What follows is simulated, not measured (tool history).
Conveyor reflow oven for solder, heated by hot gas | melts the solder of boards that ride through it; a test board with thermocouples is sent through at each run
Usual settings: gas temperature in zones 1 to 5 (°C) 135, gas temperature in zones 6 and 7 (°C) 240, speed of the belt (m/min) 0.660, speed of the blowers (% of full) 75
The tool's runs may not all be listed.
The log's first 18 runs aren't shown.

run	hour	gas temperature in zones 1 to 5 (°C)	gas temperature in zones 6 and 7 (°C)	speed of the belt (m/min)	speed of the blowers (% of full)	highest temperature of the board (°C)	time above the solder's melting point (s)
19	218.3	146	237	0.660	75	217.3	56.3
20	226.7	125	232	0.735	59	200.0	27.5
21	234.7	125	232	0.735	59	199.7	27.4
22	244.0	125	232	0.735	59	199.6	27.4
23	252.5	130	240	0.663	75	216.1	49.3
24	265.6	127	240	0.660	63	212.6	45.7
25	281.4	127	240	0.660	63	212.6	45.9
26	291.9	132	240	0.584	73	220.6	62.0
27	302.4	139	240	0.584	76	222.5	65.6
28	312.4	135	242	0.730	75	214.4	44.8
29	322.0	150	228	0.660	75	210.7	52.7
30	334.0	150	247	0.660	64	223.9	62.6

5 ways to go on from here, each from the tool as it stands after run 30. What would each give?
A	349.5	150	247	0.619	64	?	?
B	349.5	125	240	0.596	85	?	?
C	349.5	135	240	0.730	60	?	?
D	349.5	123	240	0.635	75	?	?
E	349.5	143	247	0.660	50	?	?

run	highest temperature of the board (°C)	time above the solder's melting point (s)
A	226.3	68.1
B	220.7	58.1
C	209.0	39.6
D	216.0	50.2
E	217.9	54.6
Without the tool's hidden state the same runs would have given:
run	highest temperature of the board (°C)	time above the solder's melting point (s)
A	226.4	68.0
B	220.9	58.3
C	209.3	40.0
D	216.2	50.5
E	218.0	54.8
